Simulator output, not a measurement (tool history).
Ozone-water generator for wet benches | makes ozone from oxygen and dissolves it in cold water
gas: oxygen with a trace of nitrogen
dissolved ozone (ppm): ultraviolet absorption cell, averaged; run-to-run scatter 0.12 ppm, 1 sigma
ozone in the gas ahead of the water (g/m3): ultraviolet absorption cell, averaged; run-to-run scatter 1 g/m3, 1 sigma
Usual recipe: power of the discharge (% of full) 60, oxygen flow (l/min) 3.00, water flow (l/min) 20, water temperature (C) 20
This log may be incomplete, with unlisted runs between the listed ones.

run   hour  power of the discharge (% of full)  oxygen flow (l/min)  water flow (l/min)  water temperature (C)  dissolved ozone (ppm)  ozone in the gas ahead of the water (g/m3)
  1    0.0                                  60                 3.00                  20                     20                   10.0                                       173.3
  2   36.2                                  60                 3.00                  20                     20                   10.1                                       172.8
  3   58.5                                  60                 3.00                  18                     20                   11.2                                       174.9
  4   85.3                                  60                 3.00                  18                     20                   11.0                                       172.4
  5  109.8                                  60                 3.95                  18                     20                   12.1                                       158.4
  6  134.0                                  60                 3.95                  18                     20                   11.9                                       159.3
  7  160.3                                  60                 3.95                  18                     20                   12.2                                       159.0
  8  196.2                                  60                 3.00                  25                     20                    8.1                                       173.3
  9  220.5                                  60                 3.00                  25                     20                    8.0                                       172.6
 10  242.2                                  89                 3.00                  25                     20                   10.6                                       222.6
 11  264.5                                  60                 3.00                  20                     20                    9.9                                       173.3
 12  303.3                                  60                 3.00                  20                     20                   10.0                                       170.9
 13  341.5                                  60                 3.00                  20                     20                   10.2                                       171.8
 14  374.7                                  60                 1.50                  20                     20                    7.4                                       213.9
 15  412.5                                  60                 3.00                  20                     18                   10.3                                       171.7
 16  452.6                                  60                 3.00                  20                     20                   10.1                                       172.0
 17  489.3                                  60                 3.00                  20                     20                   10.0                                       172.4
 18  509.8                                  84                 2.97                  15                     20                   16.4                                       214.0
     517.4  -- contactor cleaned
 19  556.1                                  80                 4.26                  17                     20                   15.1                                       186.7
 20  585.9                                  84                 2.67                  18                     22                   12.3                                       220.4
 21  624.2                                  60                 4.69                  20                     22                   10.8                                       151.1
 22  661.9                                  59                 3.00                  20                     17                    9.8                                       170.4
 23  681.9                                  88                 2.11                  17                     20                   12.4                                       245.7
 24  710.7                                  60                 4.30                  18                     20                   11.6                                       154.5
     743.5  -- contactor cleaned, once more
 25  751.7                                  60                 4.30                  18                     20                   13.1                                       155.0

Forecast run 26:
 26  791.7                                  60                 3.00                  23                     20                      ?                                           ?

dissolved ozone (ppm): 9.2
ozone in the gas ahead of the water (g/m3): 171.3
Take away the tool's hidden state, keep the run-to-run variation as it was, and the same run would have given dissolved ozone (ppm) 9.3, ozone in the gas ahead of the water (g/m3) 172.3.

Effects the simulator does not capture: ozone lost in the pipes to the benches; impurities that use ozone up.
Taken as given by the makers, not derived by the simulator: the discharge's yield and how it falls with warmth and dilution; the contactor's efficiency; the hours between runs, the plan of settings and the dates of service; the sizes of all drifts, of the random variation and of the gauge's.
